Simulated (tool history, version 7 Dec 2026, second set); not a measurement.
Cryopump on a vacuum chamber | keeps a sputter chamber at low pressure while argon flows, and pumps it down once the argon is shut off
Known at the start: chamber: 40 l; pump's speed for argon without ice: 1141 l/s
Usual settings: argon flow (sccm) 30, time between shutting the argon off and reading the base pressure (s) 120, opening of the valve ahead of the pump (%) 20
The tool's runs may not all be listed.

run,day,argon flow (sccm),time between shutting the argon off and reading the base pressure (s),opening of the valve ahead of the pump (%),pressure while argon flows (Pa),pressure after the wait (uPa)
1,0,30,120,20,0.2259,4.09
2,1.071,30,120,20,0.2261,4.04
3,2.688,30,120,20,0.2267,4.3
4,3.917,30,120,20,0.2258,4.33
5,4.604,30,120,20,0.2263,4.27
6,6.108,58,120,20,0.4458,4.55
7,6.896,30,120,20,0.2288,4.47
8,8,13,120,20,0.0976,4.54
9,9.642,48,120,20,0.3692,4.46
10,10.346,30,120,20,0.229,4.61
11,11.317,46,213,19,0.3686,4.55
# day 11.846: leaking fittings of the chamber tightened, without venting
12,12.183,33,213,35,0.1477,0.57
13,13.512,30,87,20,0.2296,0.93
14,14.55,30,87,20,0.2308,0.94
15,15.379,35,32,20,0.2704,1.99
16,16.496,35,32,20,0.2703,2.01
17,17.729,21,51,22,0.1476,1.48
18,18.588,48,33,30,0.252,2.06
19,19.558,18,161,30,0.0951,0.86
20,20.542,18,62,38,0.0764,1.48

Forecast each of these 3 alternatives for the next run:
A,21.621,16,52,40,?,?
B,21.621,18,26,19,?,?
C,21.621,26,268,20,?,?

run,pressure while argon flows (Pa),pressure after the wait (uPa)
A,0.0652,1.65
B,0.1486,2.56
C,0.2023,0.84
Without the tool's hidden state the same runs would have given:
run,pressure while argon flows (Pa),pressure after the wait (uPa)
A,0.0593,1.24
B,0.1419,2.16
C,0.1926,0.43
